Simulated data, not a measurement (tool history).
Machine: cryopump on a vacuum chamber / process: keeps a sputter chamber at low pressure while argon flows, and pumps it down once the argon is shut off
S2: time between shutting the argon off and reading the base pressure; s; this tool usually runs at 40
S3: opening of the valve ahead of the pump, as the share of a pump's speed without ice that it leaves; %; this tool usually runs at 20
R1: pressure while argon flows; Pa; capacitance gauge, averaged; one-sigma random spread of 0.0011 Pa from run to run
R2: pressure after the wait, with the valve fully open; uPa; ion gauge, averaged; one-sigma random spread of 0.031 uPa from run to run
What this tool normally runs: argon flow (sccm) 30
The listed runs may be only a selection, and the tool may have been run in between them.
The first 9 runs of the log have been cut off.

{"run": 10, "hour": 416.9, "argon flow (sccm)": 30, "S2": 40, "S3": 20, "R1": 0.2581, "R2": 2.08}
{"run": 11, "hour": 469.7, "argon flow (sccm)": 30, "S2": 260, "S3": 20, "R1": 0.2609, "R2": 0.92}
{"run": 12, "hour": 504.1, "argon flow (sccm)": 30, "S2": 40, "S3": 20, "R1": 0.2619, "R2": 2.08}
{"run": 13, "hour": 549.7, "argon flow (sccm)": 30, "S2": 40, "S3": 28, "R1": 0.1913, "R2": 2.11}
{"run": 14, "hour": 608.7, "argon flow (sccm)": 30, "S2": 40, "S3": 28, "R1": 0.1902, "R2": 2.18}
{"run": 15, "hour": 657.3, "argon flow (sccm)": 13, "S2": 40, "S3": 20, "R1": 0.1154, "R2": 2.24}
{"run": 16, "hour": 691.7, "argon flow (sccm)": 13, "S2": 40, "S3": 20, "R1": 0.1146, "R2": 2.3}
{"hour": 739.8, "done": "pump warmed up, emptied and cooled again"}
{"hour": 745.8, "done": "leaking fittings of the chamber tightened, without venting"}
{"run": 17, "hour": 747.0, "argon flow (sccm)": 13, "S2": 40, "S3": 20, "R1": 0.1067, "R2": 1.74}
{"run": 18, "hour": 784.7, "argon flow (sccm)": 28, "S2": 40, "S3": 53, "R1": 0.0876, "R2": 1.69}
{"run": 19, "hour": 827.2, "argon flow (sccm)": 28, "S2": 40, "S3": 53, "R1": 0.0892, "R2": 1.79}
{"run": 20, "hour": 856.0, "argon flow (sccm)": 28, "S2": 40, "S3": 53, "R1": 0.0896, "R2": 1.69}
{"run": 21, "hour": 881.6, "argon flow (sccm)": 40, "S2": 99, "S3": 53, "R1": 0.1283, "R2": 0.89}
{"run": 22, "hour": 914.0, "argon flow (sccm)": 40, "S2": 99, "S3": 53, "R1": 0.1281, "R2": 0.92}
{"run": 23, "hour": 954.6, "argon flow (sccm)": 30, "S2": 58, "S3": 20, "R1": 0.2511, "R2": 1.33}
{"run": 24, "hour": 1004.8, "argon flow (sccm)": 30, "S2": 54, "S3": 20, "R1": 0.2515, "R2": 1.38}
{"run": 25, "hour": 1033.4, "argon flow (sccm)": 30, "S2": 54, "S3": 20, "R1": 0.2521, "R2": 1.41}
{"run": 26, "hour": 1075.6, "argon flow (sccm)": 14, "S2": 43, "S3": 43, "R1": 0.055, "R2": 1.71}
{"run": 27, "hour": 1110.8, "argon flow (sccm)": 13, "S2": 40, "S3": 20, "R1": 0.109, "R2": 1.82}
{"run": 28, "hour": 1157.6, "argon flow (sccm)": 13, "S2": 40, "S3": 20, "R1": 0.1099, "R2": 1.86}
{"run": 29, "hour": 1186.5, "argon flow (sccm)": 23, "S2": 170, "S3": 33, "R1": 0.1198, "R2": 0.79}
{"run": 30, "hour": 1242.6, "argon flow (sccm)": 58, "S2": 40, "S3": 20, "R1": 0.4924, "R2": 1.76}
{"run": 31, "hour": 1301.8, "argon flow (sccm)": 58, "S2": 40, "S3": 20, "R1": 0.4922, "R2": 1.83}
{"run": 32, "hour": 1336.6, "argon flow (sccm)": 58, "S2": 92, "S3": 23, "R1": 0.4285, "R2": 1.12}
{"run": 33, "hour": 1394.1, "argon flow (sccm)": 15, "S2": 22, "S3": 54, "R1": 0.0498, "R2": 3.06}

Here are 5 independent what-if runs from the current tool condition. What would each one return?
{"run": "A", "hour": 1451.1, "argon flow (sccm)": 30, "S2": 40, "S3": 43, "R1": "?", "R2": "?"}
{"run": "B", "hour": 1451.1, "argon flow (sccm)": 42, "S2": 40, "S3": 38, "R1": "?", "R2": "?"}
{"run": "C", "hour": 1451.1, "argon flow (sccm)": 16, "S2": 213, "S3": 54, "R1": "?", "R2": "?"}
{"run": "D", "hour": 1451.1, "argon flow (sccm)": 18, "S2": 22, "S3": 17, "R1": "?", "R2": "?"}
{"run": "E", "hour": 1451.1, "argon flow (sccm)": 30, "S2": 164, "S3": 20, "R1": "?", "R2": "?"}

run=A R1=0.1241 R2=1.90
run=B R1=0.1955 R2=1.90
run=C R1=0.0531 R2=0.73
run=D R1=0.1793 R2=2.99
run=E R1=0.2552 R2=0.83
With no hidden state in the tool, these same runs would have given:
run=A R1=0.1155 R2=1.69
run=B R1=0.1834 R2=1.69
run=C R1=0.0485 R2=0.52
run=D R1=0.1742 R2=2.78
run=E R1=0.2467 R2=0.62
